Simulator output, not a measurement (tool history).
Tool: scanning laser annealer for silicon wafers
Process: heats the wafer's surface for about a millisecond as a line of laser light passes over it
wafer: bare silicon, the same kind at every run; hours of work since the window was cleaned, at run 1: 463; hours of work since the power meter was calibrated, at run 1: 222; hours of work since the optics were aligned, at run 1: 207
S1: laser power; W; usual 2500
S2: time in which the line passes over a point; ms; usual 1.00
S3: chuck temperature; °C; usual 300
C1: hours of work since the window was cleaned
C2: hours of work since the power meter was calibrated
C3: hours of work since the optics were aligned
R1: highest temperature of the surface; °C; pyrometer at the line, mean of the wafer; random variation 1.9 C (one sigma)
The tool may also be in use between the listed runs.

run 1 hour=0.0 | S1=2500 S2=1.00 S3=300 | C1=463 C2=222 C3=207 | R1=1078
run 2 hour=6.3 | S1=2500 S2=1.00 S3=300 | C1=467 C2=226 C3=211 | R1=1074
run 3 hour=17.0 | S1=2500 S2=1.00 S3=300 | C1=473 C2=232 C3=218 | R1=1076
run 4 hour=24.0 | S1=2500 S2=1.00 S3=300 | C1=478 C2=237 C3=222 | R1=1075
run 5 hour=34.4 | S1=2411 S2=1.00 S3=300 | C1=484 C2=243 C3=228 | R1=1045
run 6 hour=44.0 | S1=2500 S2=1.00 S3=318 | C1=490 C2=249 C3=234 | R1=1094
run 7 hour=54.3 | S1=2500 S2=1.00 S3=300 | C1=496 C2=255 C3=241 | R1=1076
run 8 hour=59.6 | S1=2500 S2=1.00 S3=300 | C1=500 C2=259 C3=244 | R1=1074
run 9 hour=67.8 | S1=2500 S2=1.00 S3=300 | C1=505 C2=264 C3=249 | R1=1075
run 10 hour=76.7 | S1=2500 S2=1.00 S3=300 | C1=510 C2=269 C3=255 | R1=1075
run 11 hour=85.6 | S1=2285 S2=0.70 S3=295 | C1=516 C2=275 C3=260 | R1=870
run 12 hour=92.8 | S1=2500 S2=0.79 S3=300 | C1=520 C2=279 C3=264 | R1=978
run 13 hour=101.2 | S1=2500 S2=0.79 S3=300 | C1=525 C2=285 C3=270 | R1=979
run 14 hour=109.2 | S1=2548 S2=0.79 S3=320 | C1=530 C2=290 C3=275 | R1=1015
run 15 hour=113.9 | S1=2500 S2=0.89 S3=334 | C1=533 C2=292 C3=278 | R1=1061
run 16 hour=121.6 | S1=2192 S2=1.12 S3=283 | C1=538 C2=297 C3=282 | R1=995

The next listed run, before its measurement:
run 17 hour=131.0 | S1=2351 S2=1.22 S3=300 | C1=544 C2=303 C3=288 | R1=?

R1: 1106 °C
Without the tool's hidden state the same run would have given R1 1125 °C.
